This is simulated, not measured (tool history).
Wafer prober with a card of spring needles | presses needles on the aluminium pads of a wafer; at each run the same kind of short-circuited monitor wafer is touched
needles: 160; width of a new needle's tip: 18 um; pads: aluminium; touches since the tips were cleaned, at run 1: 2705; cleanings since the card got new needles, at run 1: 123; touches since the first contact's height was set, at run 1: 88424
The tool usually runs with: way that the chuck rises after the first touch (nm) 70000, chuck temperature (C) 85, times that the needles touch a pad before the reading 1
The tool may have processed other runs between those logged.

| run | day | way that the chuck rises after the first touch (nm) | chuck temperature (C) | times that the needles touch a pad before the reading | touches since the tips were cleaned | cleanings since the card got new needles | touches since the first contact's height was set | resistance of one needle with its contact and lead (mohm) | way that a needle slides on the pad (nm) |
|---|---|---|---|---|---|---|---|---|---|
| 1 | 0.000 | 70000 | 85 | 1 | 2705 | 123 | 88424 | 319 | 15150 |
|  | 0.208 | tips cleaned on abrasive film |
|  | 0.725 | tips cleaned on abrasive film |
|  | 1.229 | tips cleaned on abrasive film |
| 2 | 1.362 | 70000 | 85 | 1 | 1163 | 126 | 100175 | 284 | 15130 |
|  | 1.692 | tips cleaned on abrasive film |
|  | 2.196 | tips cleaned on abrasive film |
|  | 2.679 | tips cleaned on abrasive film |
| 3 | 3.079 | 70000 | 85 | 1 | 3490 | 129 | 114986 | 344 | 14960 |
|  | 3.192 | tips cleaned on abrasive film |
|  | 3.696 | tips cleaned on abrasive film |
|  | 4.196 | tips cleaned on abrasive film |
| 4 | 4.246 | 70000 | 29 | 1 | 422 | 132 | 124991 | 229 | 14790 |
|  | 4.717 | tips cleaned on abrasive film |
|  | 5.200 | tips cleaned on abrasive film |
| 5 | 5.371 | 70000 | 29 | 1 | 1494 | 134 | 134711 | 277 | 14970 |
|  | 5.696 | tips cleaned on abrasive film |
|  | 6.208 | tips cleaned on abrasive film |
|  | 6.712 | tips cleaned on abrasive film |
| 6 | 7.067 | 70000 | 27 | 1 | 3061 | 137 | 149340 | 341 | 14810 |
|  | 7.179 | tips cleaned on abrasive film |
|  | 7.704 | tips cleaned on abrasive film |
| 7 | 7.892 | 70000 | 85 | 1 | 1647 | 139 | 156448 | 295 | 14860 |
|  | 8.146 | tips cleaned on abrasive film |
|  | 8.662 | tips cleaned on abrasive film |
|  | 9.096 | tips cleaned on abrasive film |
| 8 | 9.388 | 70000 | 85 | 1 | 2541 | 142 | 169351 | 320 | 14720 |
|  | 9.608 | tips cleaned on abrasive film |
|  | 10.096 | tips cleaned on abrasive film |
|  | 10.546 | tips cleaned on abrasive film |
| 9 | 10.900 | 70000 | 85 | 2 | 3079 | 145 | 182356 | 291 | 14820 |
|  | 11.008 | tips cleaned on abrasive film |
|  | 11.442 | tips cleaned on abrasive film |
|  | 11.946 | tips cleaned on abrasive film |
| 10 | 12.062 | 70000 | 85 | 2 | 988 | 148 | 192356 | 244 | 14750 |
|  | 12.388 | tips cleaned on abrasive film |
|  | 12.871 | tips cleaned on abrasive film |
| 11 | 12.929 | 70000 | 85 | 1 | 513 | 150 | 199822 | 240 | 14700 |
|  | 13.396 | tips cleaned on abrasive film |
|  | 13.517 | height of the first contact set anew |
|  | 13.858 | tips cleaned on abrasive film |
| 12 | 14.096 | 70000 | 85 | 1 | 2064 | 152 | 5001 | 303 | 15540 |
|  | 14.312 | tips cleaned on abrasive film |
|  | 14.800 | tips cleaned on abrasive film |
| 13 | 15.112 | 77000 | 85 | 1 | 2713 | 154 | 13786 | 305 | 16940 |
|  | 15.333 | tips cleaned on abrasive film |
|  | 15.850 | tips cleaned on abrasive film |
| 14 | 16.054 | 70000 | 47 | 1 | 1763 | 156 | 21889 | 299 | 15400 |
|  | 16.354 | tips cleaned on abrasive film |
|  | 16.871 | tips cleaned on abrasive film |
|  | 17.367 | tips cleaned on abrasive film |
| 15 | 17.408 | 70000 | 47 | 1 | 348 | 159 | 33533 | 225 | 15220 |
|  | 17.838 | tips cleaned on abrasive film |
|  | 18.271 | tips cleaned on abrasive film |
| 16 | 18.538 | 51000 | 63 | 1 | 2302 | 161 | 43288 | 432 | 11140 |
|  | 18.754 | tips cleaned on abrasive film |
|  | 19.283 | tips cleaned on abrasive film |
|  | 19.717 | tips cleaned on abrasive film |
| 17 | 20.000 | 70000 | 31 | 1 | 2484 | 164 | 55908 | 333 | 15170 |
|  | 20.188 | tips cleaned on abrasive film |
|  | 20.688 | tips cleaned on abrasive film |
|  | 21.208 | tips cleaned on abrasive film |
| 18 | 21.338 | 70000 | 85 | 3 | 1111 | 167 | 67398 | 227 | 15210 |
|  | 21.662 | tips cleaned on abrasive film |
|  | 22.167 | tips cleaned on abrasive film |
| 19 | 22.321 | 70000 | 85 | 3 | 1337 | 169 | 75876 | 233 | 15140 |
|  | 22.700 | tips cleaned on abrasive film |
|  | 23.200 | tips cleaned on abrasive film |
| 20 | 23.312 | 70000 | 85 | 3 | 998 | 171 | 84436 | 224 | 15090 |
|  | 23.633 | tips cleaned on abrasive film |
|  | 24.100 | tips cleaned on abrasive film |
|  | 24.588 | tips cleaned on abrasive film |
| 21 | 24.996 | 70000 | 85 | 3 | 3561 | 174 | 98968 | 257 | 15120 |
|  | 25.108 | tips cleaned on abrasive film |
|  | 25.596 | tips cleaned on abrasive film |
| 22 | 25.762 | 70000 | 85 | 3 | 1446 | 176 | 105562 | 225 | 15010 |
|  | 26.092 | tips cleaned on abrasive film |
|  | 26.629 | tips cleaned on abrasive film |
|  | 27.062 | tips cleaned on abrasive film |
| 23 | 27.138 | 70000 | 85 | 3 | 634 | 179 | 117375 | 223 | 14880 |
|  | 27.567 | tips cleaned on abrasive film |
|  | 28.062 | tips cleaned on abrasive film |
| 24 | 28.221 | 59000 | 70 | 2 | 1387 | 181 | 126733 | 277 | 12620 |
|  | 28.596 | tips cleaned on abrasive film |
|  | 29.117 | tips cleaned on abrasive film |
|  | 29.621 | tips cleaned on abrasive film |
| 25 | 30.017 | 73000 | 74 | 2 | 3460 | 184 | 142236 | 289 | 15530 |
|  | 30.129 | tips cleaned on abrasive film |
|  | 30.604 | tips cleaned on abrasive film |
|  | 31.096 | tips cleaned on abrasive film |
| 26 | 31.433 | 73000 | 74 | 1 | 2920 | 187 | 154436 | 336 | 15270 |
|  | 31.546 | tips cleaned on abrasive film |
|  | 31.979 | tips cleaned on abrasive film |
|  | 32.512 | tips cleaned on abrasive film |
| 27 | 32.938 | 73000 | 74 | 1 | 3708 | 190 | 167411 | 354 | 15350 |

Selected run-to-run steps in resistance of one needle with its contact and lead (mohm), each split into two signed amounts: the part the tool would show with no hidden state at all (from settings, incoming material and random variation), and the remainder, which goes to the hidden state together with any gauge scatter not common to the measured and the hidden-state-free results:
Hidden state present: debris on the tips, nm; way that the needles fall short of the set height, um; tips' diameter, um; drift of the gauge itself on contact_mohm, %; drift of the gauge itself on scrub_um, %.
Run 3 -> 4: chuck temperature (C) 85 -> 29, tips cleaned on abrasive film, tips cleaned on abrasive film, tips cleaned on abrasive film. resistance of one needle with its contact and lead (mohm) -115: hidden state -105, all else -10.
Run 15 -> 16: way that the chuck rises after the first touch (nm) 70000 -> 51000, chuck temperature (C) 47 -> 63, tips cleaned on abrasive film, tips cleaned on abrasive film. resistance of one needle with its contact and lead (mohm) +207: hidden state +200, all else +7.
Run 17 -> 18: chuck temperature (C) 31 -> 85, times that the needles touch a pad before the reading 1 -> 3, tips cleaned on abrasive film, tips cleaned on abrasive film, tips cleaned on abrasive film. resistance of one needle with its contact and lead (mohm) -106: hidden state -115, all else +9.
